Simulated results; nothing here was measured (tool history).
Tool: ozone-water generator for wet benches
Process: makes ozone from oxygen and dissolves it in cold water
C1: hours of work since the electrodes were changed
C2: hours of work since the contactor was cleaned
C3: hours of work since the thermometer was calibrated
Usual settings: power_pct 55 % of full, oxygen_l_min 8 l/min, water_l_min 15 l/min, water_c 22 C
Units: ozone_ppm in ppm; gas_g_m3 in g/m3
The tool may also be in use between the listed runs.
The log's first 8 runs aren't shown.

{"run": 9, "day": 21.425, "power_pct": 55, "oxygen_l_min": 5.25, "water_l_min": 15, "water_c": 22, "C1": 2865, "C2": 438, "C3": 1733, "ozone_ppm": 31.6, "gas_g_m3": 241}
{"run": 10, "day": 23.004, "power_pct": 44, "oxygen_l_min": 8, "water_l_min": 15, "water_c": 22, "C1": 2897, "C2": 470, "C3": 1765, "ozone_ppm": 27.3, "gas_g_m3": 177.6}
{"run": 11, "day": 25.304, "power_pct": 44, "oxygen_l_min": 8, "water_l_min": 15, "water_c": 22, "C1": 2944, "C2": 517, "C3": 1812, "ozone_ppm": 27, "gas_g_m3": 177.7}
{"run": 12, "day": 28.662, "power_pct": 44, "oxygen_l_min": 8, "water_l_min": 16, "water_c": 22, "C1": 3012, "C2": 585, "C3": 1880, "ozone_ppm": 26.1, "gas_g_m3": 178.3}
{"run": 13, "day": 30.671, "power_pct": 44, "oxygen_l_min": 8, "water_l_min": 16, "water_c": 22, "C1": 3053, "C2": 626, "C3": 1921, "ozone_ppm": 26.1, "gas_g_m3": 177.3}
{"run": 14, "day": 33.088, "power_pct": 55, "oxygen_l_min": 5.07, "water_l_min": 15, "water_c": 22, "C1": 3102, "C2": 675, "C3": 1970, "ozone_ppm": 31, "gas_g_m3": 244.4}
{"run": 15, "day": 36.362, "power_pct": 55, "oxygen_l_min": 8.98, "water_l_min": 15, "water_c": 22, "C1": 3169, "C2": 742, "C3": 2037, "ozone_ppm": 32, "gas_g_m3": 202.5}
{"run": 16, "day": 38.379, "power_pct": 55, "oxygen_l_min": 8, "water_l_min": 16, "water_c": 22, "C1": 3210, "C2": 783, "C3": 2078, "ozone_ppm": 30.7, "gas_g_m3": 211}
{"run": 17, "day": 40.133, "power_pct": 98, "oxygen_l_min": 6.29, "water_l_min": 15, "water_c": 22, "C1": 3246, "C2": 819, "C3": 2113, "ozone_ppm": 49.7, "gas_g_m3": 358}
{"run": 18, "day": 43.325, "power_pct": 98, "oxygen_l_min": 6.29, "water_l_min": 15, "water_c": 22, "C1": 3311, "C2": 884, "C3": 2178, "ozone_ppm": 49.7, "gas_g_m3": 357.7}
{"run": 19, "day": 45.017, "power_pct": 52, "oxygen_l_min": 11.8, "water_l_min": 20, "water_c": 17, "C1": 3345, "C2": 918, "C3": 2213, "ozone_ppm": 29.2, "gas_g_m3": 174.6}
{"day": 45.329, "done": "water thermometer calibrated"}
{"run": 20, "day": 46.625, "power_pct": 55, "oxygen_l_min": 8, "water_l_min": 23, "water_c": 22, "C1": 3377, "C2": 951, "C3": 26, "ozone_ppm": 24.3, "gas_g_m3": 208.2}
{"run": 21, "day": 49.038, "power_pct": 55, "oxygen_l_min": 8, "water_l_min": 23, "water_c": 22, "C1": 3427, "C2": 1000, "C3": 75, "ozone_ppm": 24.3, "gas_g_m3": 207.4}
{"run": 22, "day": 50.888, "power_pct": 67, "oxygen_l_min": 8, "water_l_min": 13, "water_c": 22, "C1": 3464, "C2": 1037, "C3": 113, "ozone_ppm": 40.4, "gas_g_m3": 245.8}
{"run": 23, "day": 53.938, "power_pct": 58, "oxygen_l_min": 4.85, "water_l_min": 14, "water_c": 26, "C1": 3526, "C2": 1099, "C3": 175, "ozone_ppm": 31, "gas_g_m3": 255.8}
{"run": 24, "day": 57.004, "power_pct": 63, "oxygen_l_min": 4.83, "water_l_min": 14, "water_c": 26, "C1": 3589, "C2": 1162, "C3": 238, "ozone_ppm": 32.7, "gas_g_m3": 272.1}
{"day": 59.292, "done": "water thermometer calibrated, once more"}
{"run": 25, "day": 59.529, "power_pct": 55, "oxygen_l_min": 8, "water_l_min": 22, "water_c": 22, "C1": 3640, "C2": 1213, "C3": 5, "ozone_ppm": 24.5, "gas_g_m3": 207.3}
{"run": 26, "day": 61.288, "power_pct": 55, "oxygen_l_min": 8, "water_l_min": 22, "water_c": 22, "C1": 3675, "C2": 1248, "C3": 41, "ozone_ppm": 24.9, "gas_g_m3": 209.5}
{"run": 27, "day": 64.179, "power_pct": 84, "oxygen_l_min": 8, "water_l_min": 23, "water_c": 22, "C1": 3734, "C2": 1307, "C3": 99, "ozone_ppm": 33.3, "gas_g_m3": 287.3}
{"run": 28, "day": 67.346, "power_pct": 66, "oxygen_l_min": 8, "water_l_min": 21, "water_c": 24, "C1": 3799, "C2": 1372, "C3": 164, "ozone_ppm": 28.4, "gas_g_m3": 238.1}
{"run": 29, "day": 69.583, "power_pct": 66, "oxygen_l_min": 7.43, "water_l_min": 13, "water_c": 24, "C1": 3844, "C2": 1417, "C3": 210, "ozone_ppm": 38, "gas_g_m3": 245}
{"run": 30, "day": 72.854, "power_pct": 66, "oxygen_l_min": 7.43, "water_l_min": 13, "water_c": 24, "C1": 3911, "C2": 1484, "C3": 276, "ozone_ppm": 37.6, "gas_g_m3": 244.6}
{"run": 31, "day": 75.546, "power_pct": 66, "oxygen_l_min": 7.43, "water_l_min": 13, "water_c": 24, "C1": 3966, "C2": 1539, "C3": 331, "ozone_ppm": 37.3, "gas_g_m3": 241.6}
{"run": 32, "day": 78.412, "power_pct": 66, "oxygen_l_min": 7.43, "water_l_min": 13, "water_c": 24, "C1": 4024, "C2": 1597, "C3": 389, "ozone_ppm": 37.1, "gas_g_m3": 244.2}

Forecast each of these 3 alternatives for the next run:
{"run": "A", "day": 82.092, "power_pct": 66, "oxygen_l_min": 9.51, "water_l_min": 13, "water_c": 24, "C1": 4099, "C2": 1672, "C3": 464, "ozone_ppm": "?", "gas_g_m3": "?"}
{"run": "B", "day": 82.092, "power_pct": 97, "oxygen_l_min": 4.19, "water_l_min": 13, "water_c": 17, "C1": 4099, "C2": 1672, "C3": 464, "ozone_ppm": "?", "gas_g_m3": "?"}
{"run": "C", "day": 82.092, "power_pct": 94, "oxygen_l_min": 5.02, "water_l_min": 15, "water_c": 17, "C1": 4099, "C2": 1672, "C3": 464, "ozone_ppm": "?", "gas_g_m3": "?"}

run=A ozone_ppm=36.9 gas_g_m3=222.3
run=B ozone_ppm=53.5 gas_g_m3=389.3
run=C ozone_ppm=49.2 gas_g_m3=357.6
Without the tool's hidden state the same runs would have given:
run=A ozone_ppm=42.5 gas_g_m3=248.2
run=B ozone_ppm=63.9 gas_g_m3=450.6
run=C ozone_ppm=58.8 gas_g_m3=412.7

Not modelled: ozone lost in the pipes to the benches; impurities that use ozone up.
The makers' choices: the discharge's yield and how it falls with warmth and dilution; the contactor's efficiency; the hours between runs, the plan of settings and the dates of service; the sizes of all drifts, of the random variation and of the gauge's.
